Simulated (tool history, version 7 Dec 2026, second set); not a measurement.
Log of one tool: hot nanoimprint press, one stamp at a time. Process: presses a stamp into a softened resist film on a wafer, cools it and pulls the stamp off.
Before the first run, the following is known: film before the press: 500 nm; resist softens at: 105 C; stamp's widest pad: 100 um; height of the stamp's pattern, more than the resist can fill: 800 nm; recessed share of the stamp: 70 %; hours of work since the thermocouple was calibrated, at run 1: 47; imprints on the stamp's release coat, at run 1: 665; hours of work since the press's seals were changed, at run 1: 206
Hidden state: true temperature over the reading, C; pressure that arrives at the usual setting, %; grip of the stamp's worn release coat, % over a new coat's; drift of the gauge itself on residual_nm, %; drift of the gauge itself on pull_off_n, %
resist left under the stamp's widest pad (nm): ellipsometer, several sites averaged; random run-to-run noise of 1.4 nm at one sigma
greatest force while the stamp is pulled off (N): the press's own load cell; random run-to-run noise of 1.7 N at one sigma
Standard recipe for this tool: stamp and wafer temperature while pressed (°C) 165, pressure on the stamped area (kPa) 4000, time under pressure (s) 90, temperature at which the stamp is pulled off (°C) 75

run	hour	stamp and wafer temperature while pressed (°C)	pressure on the stamped area (kPa)	time under pressure (s)	temperature at which the stamp is pulled off (°C)	hours of work since the thermocouple was calibrated	imprints on the stamp's release coat	hours of work since the press's seals were changed	resist left under the stamp's widest pad (nm)	greatest force while the stamp is pulled off (N)
1	0.0	165	4000	90	75	47	665	206	223.6	135
2	4.9	165	4000	90	75	49	679	209	222.8	138
3	14.0	165	4000	90	75	54	706	213	222.1	138
4	19.4	165	4000	90	75	57	722	216	223.7	137
5	26.8	165	4000	90	75	61	744	220	223.3	140
6	37.0	165	4000	90	75	66	774	226	225.1	140
7	45.1	165	4000	90	75	71	799	230	222.8	140
8	50.7	165	4000	122	75	74	815	233	200.2	139
9	61.7	165	4000	122	75	80	848	239	199.3	143
10	70.9	165	4000	122	75	85	875	244	201.5	141
11	81.7	165	4000	122	75	90	907	250	202.5	144
12	87.3	165	3770	90	75	93	924	253	232.5	143
13	97.4	165	4000	99	75	99	954	258	217.7	138
14	106.6	165	6140	90	70	104	981	263	183.6	156
15	115.8	165	4000	59	75	109	1008	268	262.6	143

Forecast run 16:
16	124.8	165	4820	68	63	113	1035	273	?	?

resist left under the stamp's widest pad (nm): 231.0
greatest force while the stamp is pulled off (N): 177
If the tool had no hidden condition, the same run with the same run-to-run variation would have returned resist left under the stamp's widest pad (nm) 226.1, greatest force while the stamp is pulled off (N) 160.

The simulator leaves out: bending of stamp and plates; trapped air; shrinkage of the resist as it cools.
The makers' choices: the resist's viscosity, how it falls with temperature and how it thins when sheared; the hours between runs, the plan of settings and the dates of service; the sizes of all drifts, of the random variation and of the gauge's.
